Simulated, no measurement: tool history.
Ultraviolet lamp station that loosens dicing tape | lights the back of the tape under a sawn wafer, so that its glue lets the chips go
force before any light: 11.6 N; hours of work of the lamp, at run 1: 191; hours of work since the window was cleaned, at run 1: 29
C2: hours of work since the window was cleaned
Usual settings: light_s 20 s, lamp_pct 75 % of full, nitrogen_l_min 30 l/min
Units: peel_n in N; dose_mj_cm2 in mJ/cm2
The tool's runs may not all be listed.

Run 1, hour 0.0: usual settings; hours of work of the lamp 191; C2 29. Result: peel_n 1.249 N, dose_mj_cm2 460 mJ/cm2.
Run 2, hour 23.0: usual settings; hours of work of the lamp 204; C2 42. Result: peel_n 1.300 N, dose_mj_cm2 455 mJ/cm2.
Run 3, hour 45.0: usual settings; hours of work of the lamp 217; C2 54. Result: peel_n 1.338 N, dose_mj_cm2 453 mJ/cm2.
Run 4, hour 67.3: usual settings; hours of work of the lamp 229; C2 67. Result: peel_n 1.315 N, dose_mj_cm2 446 mJ/cm2.
Run 5, hour 91.3: usual settings but nitrogen_l_min 11 l/min; hours of work of the lamp 243; C2 80. Result: peel_n 2.724 N, dose_mj_cm2 454 mJ/cm2.
Run 6, hour 111.5: usual settings but nitrogen_l_min 11 l/min; hours of work of the lamp 254; C2 92. Result: peel_n 2.688 N, dose_mj_cm2 449 mJ/cm2.
Run 7, hour 123.6: usual settings but lamp_pct 70 % of full; hours of work of the lamp 261; C2 99. Result: peel_n 1.519 N, dose_mj_cm2 411 mJ/cm2.
Run 8, hour 148.7: usual settings but lamp_pct 70 % of full; hours of work of the lamp 275; C2 113. Result: peel_n 1.561 N, dose_mj_cm2 412 mJ/cm2.
Run 9, hour 174.6: usual settings but lamp_pct 70 % of full; hours of work of the lamp 290; C2 128. Result: peel_n 1.581 N, dose_mj_cm2 411 mJ/cm2.
Run 10, hour 194.8: usual settings but light_s 30 s, lamp_pct 70 % of full; hours of work of the lamp 301; C2 139. Result: peel_n 0.653 N, dose_mj_cm2 616 mJ/cm2.
Run 11, hour 214.3: usual settings but light_s 30 s, lamp_pct 70 % of full; hours of work of the lamp 313; C2 150. Result: peel_n 0.653 N, dose_mj_cm2 605 mJ/cm2.
Run 12, hour 229.4: usual settings but light_s 30 s, lamp_pct 70 % of full; hours of work of the lamp 321; C2 159. Result: peel_n 0.644 N, dose_mj_cm2 610 mJ/cm2.
Run 13, hour 243.8: usual settings but light_s 35 s, lamp_pct 62 % of full, nitrogen_l_min 32 l/min; hours of work of the lamp 329; C2 167. Result: peel_n 0.564 N, dose_mj_cm2 619 mJ/cm2.
At hour 245.9: window cleaned of glue's vapour.
Run 14, hour 258.6: usual settings but light_s 18 s, lamp_pct 62 % of full, nitrogen_l_min 32 l/min; hours of work of the lamp 337; C2 7. Result: peel_n 2.303 N, dose_mj_cm2 313 mJ/cm2.
Run 15, hour 281.3: usual settings but light_s 23 s, lamp_pct 62 % of full, nitrogen_l_min 22 l/min; hours of work of the lamp 350; C2 20. Result: peel_n 2.081 N, dose_mj_cm2 400 mJ/cm2.
Run 16, hour 301.4: usual settings but light_s 23 s, lamp_pct 62 % of full, nitrogen_l_min 22 l/min; hours of work of the lamp 362; C2 31. Result: peel_n 2.077 N, dose_mj_cm2 396 mJ/cm2.
Run 17, hour 321.4: usual settings but light_s 11 s, lamp_pct 79 % of full, nitrogen_l_min 56 l/min; hours of work of the lamp 373; C2 43. Result: peel_n 2.791 N, dose_mj_cm2 235 mJ/cm2.
Run 18, hour 344.8: usual settings but light_s 12 s, lamp_pct 81 % of full, nitrogen_l_min 26 l/min; hours of work of the lamp 386; C2 56. Result: peel_n 3.374 N, dose_mj_cm2 265 mJ/cm2.
At hour 354.1: window cleaned of glue's vapour, once more.
Run 19, hour 363.4: usual settings but light_s 33 s, lamp_pct 85 % of full, nitrogen_l_min 34 l/min; hours of work of the lamp 396; C2 5. Result: peel_n 0.246 N, dose_mj_cm2 828 mJ/cm2.
Run 20, hour 385.1: usual settings but light_s 39 s, lamp_pct 72 % of full, nitrogen_l_min 39 l/min; hours of work of the lamp 409; C2 18. Result: peel_n 0.220 N, dose_mj_cm2 822 mJ/cm2.
Run 21, hour 409.9: usual settings but light_s 34 s, lamp_pct 92 % of full, nitrogen_l_min 42 l/min; hours of work of the lamp 423; C2 32. Result: peel_n 0.163 N, dose_mj_cm2 911 mJ/cm2.
Run 22, hour 423.2: usual settings but light_s 12 s, lamp_pct 80 % of full, nitrogen_l_min 54 l/min; hours of work of the lamp 430; C2 39. Result: peel_n 2.179 N, dose_mj_cm2 283 mJ/cm2.
Run 23, hour 435.5: usual settings but light_s 13 s, lamp_pct 61 % of full, nitrogen_l_min 15 l/min; hours of work of the lamp 437; C2 46. Result: peel_n 4.789 N, dose_mj_cm2 234 mJ/cm2.
Run 24, hour 456.5: usual settings but light_s 13 s, lamp_pct 61 % of full, nitrogen_l_min 15 l/min; hours of work of the lamp 449; C2 58. Result: peel_n 5.043 N, dose_mj_cm2 227 mJ/cm2.

3 ways to go on from here, each from the tool as it stands after run 24. What would each give?
Run A, hour 469.1: usual settings but light_s 15 s, lamp_pct 70 % of full, nitrogen_l_min 46 l/min; hours of work of the lamp 456; C2 65. Result: peel_n ?, dose_mj_cm2 ?.
Run B, hour 469.1: usual settings but lamp_pct 63 % of full; hours of work of the lamp 456; C2 65. Result: peel_n ?, dose_mj_cm2 ?.
Run C, hour 469.1: usual settings but lamp_pct 91 % of full, nitrogen_l_min 58 l/min; hours of work of the lamp 456; C2 65. Result: peel_n ?, dose_mj_cm2 ?.

run  peel_n  dose_mj_cm2
  A   2.163          302
  B   2.001          360
  C   0.518          525
Without the tool's hidden state the same runs would have given:
run  peel_n  dose_mj_cm2
  A   1.729          343
  B   1.586          410
  C   0.366          596
